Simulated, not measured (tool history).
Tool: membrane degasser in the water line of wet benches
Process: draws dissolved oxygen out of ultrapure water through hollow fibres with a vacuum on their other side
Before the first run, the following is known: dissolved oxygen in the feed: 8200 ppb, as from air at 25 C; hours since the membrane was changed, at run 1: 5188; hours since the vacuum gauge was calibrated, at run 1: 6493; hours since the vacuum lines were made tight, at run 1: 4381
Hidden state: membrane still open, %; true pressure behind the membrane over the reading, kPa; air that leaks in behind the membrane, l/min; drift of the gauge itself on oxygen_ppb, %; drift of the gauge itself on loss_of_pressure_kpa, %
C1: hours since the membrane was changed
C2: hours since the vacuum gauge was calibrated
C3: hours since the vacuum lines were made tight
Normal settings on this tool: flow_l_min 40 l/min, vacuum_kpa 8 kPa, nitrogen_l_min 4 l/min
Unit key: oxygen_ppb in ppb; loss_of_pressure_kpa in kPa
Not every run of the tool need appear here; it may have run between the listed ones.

Run 1, hour 0: usual settings; C1 5188; C2 6493; C3 4381. Result: oxygen_ppb 171.7 ppb, loss_of_pressure_kpa 54.49 kPa.
Run 2, hour 68.6: usual settings; C1 5257; C2 6562; C3 4449. Result: oxygen_ppb 169.6 ppb, loss_of_pressure_kpa 54.77 kPa.
At hour 104.8: vacuum gauge calibrated.
Run 3, hour 142.8: usual settings but flow_l_min 26 l/min; C1 5330; C2 38; C3 4523. Result: oxygen_ppb 94 ppb, loss_of_pressure_kpa 35.62 kPa.
Run 4, hour 269.5: usual settings; C1 5457; C2 165; C3 4650. Result: oxygen_ppb 162 ppb, loss_of_pressure_kpa 54.51 kPa.
Run 5, hour 409: usual settings; C1 5596; C2 304; C3 4789. Result: oxygen_ppb 163.7 ppb, loss_of_pressure_kpa 54.93 kPa.
Run 6, hour 527.6: usual settings but flow_l_min 35 l/min; C1 5715; C2 423; C3 4908. Result: oxygen_ppb 139.2 ppb, loss_of_pressure_kpa 48.25 kPa.
At hour 619.2: seals of the vacuum lines changed.
Run 7, hour 694.8: usual settings but flow_l_min 35 l/min, vacuum_kpa 5.15 kPa; C1 5880; C2 588; C3 76. Result: oxygen_ppb 81.2 ppb, loss_of_pressure_kpa 48.42 kPa.
Run 8, hour 852.7: usual settings; C1 6038; C2 746; C3 234. Result: oxygen_ppb 163.4 ppb, loss_of_pressure_kpa 55.36 kPa.
Run 9, hour 945.1: usual settings but flow_l_min 33 l/min, vacuum_kpa 8.44 kPa, nitrogen_l_min 9.28 l/min; C1 6131; C2 838; C3 326. Result: oxygen_ppb 80.1 ppb, loss_of_pressure_kpa 45.26 kPa.
Run 10, hour 1043.9: usual settings but flow_l_min 28 l/min, nitrogen_l_min 1.72 l/min; C1 6229; C2 937; C3 425. Result: oxygen_ppb 200.8 ppb, loss_of_pressure_kpa 38.73 kPa.
Run 11, hour 1198.9: usual settings but flow_l_min 36 l/min, nitrogen_l_min 3.68 l/min; C1 6384; C2 1092; C3 580. Result: oxygen_ppb 153.8 ppb, loss_of_pressure_kpa 49.76 kPa.
Run 12, hour 1281.3: usual settings but vacuum_kpa 10.54 kPa; C1 6467; C2 1174; C3 662. Result: oxygen_ppb 220.5 ppb, loss_of_pressure_kpa 55.03 kPa.

The next listed run, before its measurement:
Run 13, hour 1388.9: usual settings but flow_l_min 38 l/min, vacuum_kpa 9.03 kPa, nitrogen_l_min 7.03 l/min; C1 6574; C2 1282; C3 770. Result: oxygen_ppb ?, loss_of_pressure_kpa ?.

{"run 13": {"oxygen_ppb": 122.9, "loss_of_pressure_kpa": 52.51}}
On a tool with no hidden condition, and with the same random variation, this run would have come out at oxygen_ppb 110.7 ppb, loss_of_pressure_kpa 49.89 kPa.

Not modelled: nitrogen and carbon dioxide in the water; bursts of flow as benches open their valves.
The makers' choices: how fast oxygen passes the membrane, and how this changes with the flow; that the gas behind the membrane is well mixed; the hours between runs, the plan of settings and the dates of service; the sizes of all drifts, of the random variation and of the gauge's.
